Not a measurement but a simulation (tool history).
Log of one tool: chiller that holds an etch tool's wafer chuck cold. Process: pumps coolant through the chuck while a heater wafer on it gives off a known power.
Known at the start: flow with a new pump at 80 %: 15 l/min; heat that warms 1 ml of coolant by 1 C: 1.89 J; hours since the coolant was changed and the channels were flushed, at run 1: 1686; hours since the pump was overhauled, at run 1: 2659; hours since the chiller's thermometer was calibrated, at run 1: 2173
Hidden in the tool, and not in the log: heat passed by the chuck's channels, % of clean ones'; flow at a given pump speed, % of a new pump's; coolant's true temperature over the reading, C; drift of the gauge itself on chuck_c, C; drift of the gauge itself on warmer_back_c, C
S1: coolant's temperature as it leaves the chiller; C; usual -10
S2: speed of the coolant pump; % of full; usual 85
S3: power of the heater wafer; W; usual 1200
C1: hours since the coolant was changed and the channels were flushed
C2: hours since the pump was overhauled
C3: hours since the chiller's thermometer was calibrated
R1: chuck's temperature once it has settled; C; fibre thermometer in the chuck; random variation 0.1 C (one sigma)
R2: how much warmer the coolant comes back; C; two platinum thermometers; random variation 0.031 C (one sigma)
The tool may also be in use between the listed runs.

run 1 hour=0 | S1=-10 S2=85 S3=1200 | C1=1686 C2=2659 C3=2173 | R1=5.7 R2=2.59
run 2 hour=60.6 | S1=-10 S2=85 S3=1200 | C1=1746 C2=2719 C3=2234 | R1=5.6 R2=2.59
run 3 hour=97.9 | S1=-7 S2=85 S3=1200 | C1=1784 C2=2757 C3=2271 | R1=8.5 R2=2.6
run 4 hour=156.8 | S1=-10 S2=85 S3=1200 | C1=1843 C2=2816 C3=2330 | R1=5.6 R2=2.6
run 5 hour=202.6 | S1=-10 S2=85 S3=1200 | C1=1888 C2=2861 C3=2376 | R1=5.7 R2=2.61
run 6 hour=229.6 | S1=-8 S2=85 S3=1200 | C1=1915 C2=2888 C3=2403 | R1=7.8 R2=2.65
run 7 hour=285.4 | S1=-8 S2=85 S3=1200 | C1=1971 C2=2944 C3=2459 | R1=7.8 R2=2.64
run 8 hour=342.5 | S1=-11 S2=85 S3=1200 | C1=2028 C2=3001 C3=2516 | R1=4.7 R2=2.64
run 9 hour=395.2 | S1=-10 S2=85 S3=1284 | C1=2081 C2=3054 C3=2568 | R1=6.9 R2=2.79
run 10 hour=426.2 | S1=-10 S2=71 S3=1200 | C1=2112 C2=3085 C3=2599 | R1=7.8 R2=3.13
run 11 hour=464.8 | S1=-10 S2=85 S3=1200 | C1=2151 C2=3124 C3=2638 | R1=5.8 R2=2.66
run 12 hour=505.4 | S1=-6 S2=85 S3=1200 | C1=2191 C2=3164 C3=2679 | R1=10.2 R2=2.67
run 13 hour=552.3 | S1=-6 S2=85 S3=1200 | C1=2238 C2=3211 C3=2726 | R1=10.3 R2=2.62
run 14 hour=587.9 | S1=-6 S2=67 S3=1200 | C1=2274 C2=3247 C3=2761 | R1=12.4 R2=3.33
run 15 hour=628.7 | S1=-6 S2=67 S3=1200 | C1=2314 C2=3287 C3=2802 | R1=12.3 R2=3.39
run 16 hour=661.9 | S1=-10 S2=88 S3=1200 | C1=2348 C2=3321 C3=2835 | R1=5.9 R2=2.51
run 17 hour=706.7 | S1=-10 S2=88 S3=1200 | C1=2392 C2=3365 C3=2880 | R1=5.8 R2=2.56
run 18 hour=739.9 | S1=-7 S2=70 S3=1135 | C1=2426 C2=3399 C3=2913 | R1=10.2 R2=3.04
run 19 hour=774.1 | S1=-14 S2=75 S3=728 | C1=2460 C2=3433 C3=2947 | R1=-3.2 R2=1.83
run 20 hour=824.2 | S1=-14 S2=75 S3=728 | C1=2510 C2=3483 C3=2997 | R1=-3.4 R2=1.8
run 21 hour=867.6 | S1=-14 S2=75 S3=728 | C1=2553 C2=3526 C3=3041 | R1=-3.2 R2=1.86
run 22 hour=894.1 | S1=-14 S2=75 S3=728 | C1=2580 C2=3553 C3=3067 | R1=-3 R2=1.81
run 23 hour=953.2 | S1=-18 S2=78 S3=1530 | C1=2639 C2=3612 C3=3126 | R1=4 R2=3.67
run 24 hour=996.9 | S1=-9 S2=85 S3=1250 | C1=2683 C2=3656 C3=3170 | R1=8.4 R2=2.76
run 25 hour=1031.9 | S1=-9 S2=85 S3=1500 | C1=2718 C2=3691 C3=3205 | R1=11.6 R2=3.33
run 26 hour=1091 | S1=-6 S2=95 S3=1500 | C1=2777 C2=3750 C3=3264 | R1=13.6 R2=2.99
run 27 hour=1139.3 | S1=-6 S2=95 S3=693 | C1=2825 C2=3798 C3=3313 | R1=3.2 R2=1.38
run 28 hour=1178.5 | S1=-6 S2=94 S3=693 | C1=2864 C2=3837 C3=3352 | R1=3.3 R2=1.46
run 29 hour=1235.7 | S1=-6 S2=94 S3=693 | C1=2921 C2=3894 C3=3409 | R1=3.3 R2=1.39
run 30 hour=1271.9 | S1=-13 S2=64 S3=1423 | C1=2958 C2=3931 C3=3445 | R1=10.3 R2=4.32
run 31 hour=1305.8 | S1=0 S2=64 S3=611 | C1=2992 C2=3965 C3=3479 | R1=10.2 R2=1.83
run 32 hour=1352.6 | S1=0 S2=64 S3=611 | C1=3038 C2=4011 C3=3526 | R1=10 R2=1.86
run 33 hour=1390.8 | S1=-10 S2=85 S3=1657 | C1=3077 C2=4050 C3=3564 | R1=13.3 R2=3.78

3 ways to go on from here, each from the tool as it stands after run 33. What would each give?
run A hour=1449.3 | S1=-8 S2=85 S3=1657 | C1=3135 C2=4108 C3=3623 | R1=? R2=?
run B hour=1449.3 | S1=-8 S2=85 S3=855 | C1=3135 C2=4108 C3=3623 | R1=? R2=?
run C hour=1449.3 | S1=-12 S2=70 S3=726 | C1=3135 C2=4108 C3=3623 | R1=? R2=?

run=A R1=15.3 R2=3.77
run=B R1=4.2 R2=1.94
run=C R1=-0.5 R2=1.99
Without the tool's hidden state the same runs would have given:
run=A R1=10.9 R2=3.31
run=B R1=1.7 R2=1.71
run=C R1=-2.8 R2=1.75

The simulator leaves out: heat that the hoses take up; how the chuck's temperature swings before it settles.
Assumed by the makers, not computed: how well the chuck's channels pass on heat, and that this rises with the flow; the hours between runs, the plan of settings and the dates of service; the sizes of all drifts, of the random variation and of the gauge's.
